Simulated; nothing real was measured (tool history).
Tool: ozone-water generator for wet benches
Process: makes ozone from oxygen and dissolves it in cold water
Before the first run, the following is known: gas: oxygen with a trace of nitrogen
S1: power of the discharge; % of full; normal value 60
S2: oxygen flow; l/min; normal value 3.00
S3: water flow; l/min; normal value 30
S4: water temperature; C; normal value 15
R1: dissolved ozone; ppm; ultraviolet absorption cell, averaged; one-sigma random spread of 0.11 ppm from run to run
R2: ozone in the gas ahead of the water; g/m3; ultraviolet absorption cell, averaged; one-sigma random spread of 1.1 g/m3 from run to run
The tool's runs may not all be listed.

Run 1, hour 0.0: usual settings. Result: R1 8.1 ppm, R2 183.8 g/m3.
Run 2, hour 28.3: usual settings. Result: R1 8.2 ppm, R2 184.3 g/m3.
Run 3, hour 61.3: usual settings. Result: R1 8.1 ppm, R2 183.9 g/m3.
Run 4, hour 109.2: usual settings but S1 69 % of full. Result: R1 9.2 ppm, R2 200.1 g/m3.
Run 5, hour 141.2: usual settings. Result: R1 8.3 ppm, R2 183.0 g/m3.
Run 6, hour 165.7: usual settings. Result: R1 8.2 ppm, R2 185.0 g/m3.
Run 7, hour 192.0: usual settings but S4 13 C. Result: R1 8.4 ppm, R2 183.1 g/m3.
Run 8, hour 212.2: usual settings but S4 18 C. Result: R1 8.0 ppm, R2 183.6 g/m3.
Run 9, hour 255.8: usual settings but S4 18 C. Result: R1 8.1 ppm, R2 182.2 g/m3.
Run 10, hour 296.0: usual settings but S4 18 C. Result: R1 7.9 ppm, R2 181.9 g/m3.
Run 11, hour 336.9: usual settings but S4 18 C. Result: R1 7.9 ppm, R2 179.2 g/m3.
Run 12, hour 377.5: usual settings but S3 34 l/min, S4 18 C. Result: R1 7.0 ppm, R2 180.8 g/m3.
Run 13, hour 423.3: usual settings but S3 34 l/min, S4 18 C. Result: R1 6.7 ppm, R2 180.5 g/m3.
Run 14, hour 455.6: usual settings. Result: R1 8.0 ppm, R2 180.2 g/m3.
Run 15, hour 478.4: usual settings. Result: R1 8.0 ppm, R2 182.5 g/m3.
Run 16, hour 529.4: usual settings. Result: R1 8.4 ppm, R2 179.2 g/m3.
Run 17, hour 552.2: usual settings but S1 77 % of full, S2 1.81 l/min, S3 20 l/min, S4 10 C. Result: R1 14.5 ppm, R2 297.5 g/m3.
Run 18, hour 593.6: usual settings but S1 97 % of full, S2 3.36 l/min, S3 23 l/min, S4 10 C. Result: R1 15.5 ppm, R2 227.4 g/m3.
Run 19, hour 638.4: usual settings but S1 97 % of full, S2 3.36 l/min, S3 23 l/min, S4 10 C. Result: R1 15.2 ppm, R2 226.7 g/m3.
Run 20, hour 684.0: usual settings but S1 97 % of full, S2 3.36 l/min, S3 35 l/min, S4 10 C. Result: R1 10.0 ppm, R2 225.2 g/m3.
Run 21, hour 725.5: usual settings but S1 71 % of full, S4 11 C. Result: R1 9.5 ppm, R2 200.3 g/m3.
Run 22, hour 757.7: usual settings but S1 79 % of full, S2 1.81 l/min, S3 42 l/min. Result: R1 6.6 ppm, R2 304.6 g/m3.
Run 23, hour 804.4: usual settings but S1 93 % of full. Result: R1 11.2 ppm, R2 233.4 g/m3.
Run 24, hour 846.6: usual settings but S1 93 % of full, S2 2.28 l/min, S3 21 l/min. Result: R1 15.2 ppm, R2 284.3 g/m3.
Run 25, hour 888.3: usual settings but S1 43 % of full, S2 3.48 l/min, S3 27 l/min, S4 14 C. Result: R1 7.6 ppm, R2 133.1 g/m3.
Run 26, hour 918.3: usual settings but S1 63 % of full, S2 3.48 l/min, S3 27 l/min, S4 9 C. Result: R1 10.1 ppm, R2 166.2 g/m3.
Run 27, hour 967.2: usual settings but S1 54 % of full, S3 42 l/min, S4 9 C. Result: R1 5.8 ppm, R2 168.3 g/m3.
Run 28, hour 987.6: usual settings but S1 77 % of full, S2 5.16 l/min, S3 21 l/min, S4 14 C. Result: R1 13.8 ppm, R2 144.0 g/m3.
Run 29, hour 1014.5: usual settings but S1 77 % of full, S2 5.16 l/min, S3 19 l/min, S4 7 C. Result: R1 16.2 ppm, R2 145.5 g/m3.
Run 30, hour 1042.5: usual settings but S1 54 % of full, S2 5.16 l/min, S3 40 l/min, S4 10 C. Result: R1 6.3 ppm, R2 116.6 g/m3.
Run 31, hour 1087.3: usual settings but S1 54 % of full, S2 5.16 l/min, S3 40 l/min, S4 10 C. Result: R1 6.4 ppm, R2 115.7 g/m3.
Run 32, hour 1122.0: usual settings but S2 2.43 l/min, S3 33 l/min, S4 18 C. Result: R1 7.2 ppm, R2 206.5 g/m3.

Put back what was entered between runs (2 entries, withheld): which listed runs does each sit between, and how does the hidden state differ from the listed run before to the listed run after?
From run 9 to run 10: contactor cleaned (hour 264.0)
  yield of the discharge, % of new electrodes': 96.4 -> 96.3; contactor's efficiency, % of a clean one's: 92.9 -> 91.8
  measured minus no-state result, R1: -0.7 -> -0.7 ppm; R2: -6.1 -> -6.2 g/m3
From run 15 to run 16: contactor cleaned, once more (hour 523.8)
  yield of the discharge, % of new electrodes': 95.9 -> 95.8; contactor's efficiency, % of a clean one's: 91.6 -> 99.1; true water temperature over the reading, C: 0.18 -> 0.19
  measured minus no-state result, R1: -0.8 -> -0.4 ppm; R2: -7.0 -> -7.1 g/m3

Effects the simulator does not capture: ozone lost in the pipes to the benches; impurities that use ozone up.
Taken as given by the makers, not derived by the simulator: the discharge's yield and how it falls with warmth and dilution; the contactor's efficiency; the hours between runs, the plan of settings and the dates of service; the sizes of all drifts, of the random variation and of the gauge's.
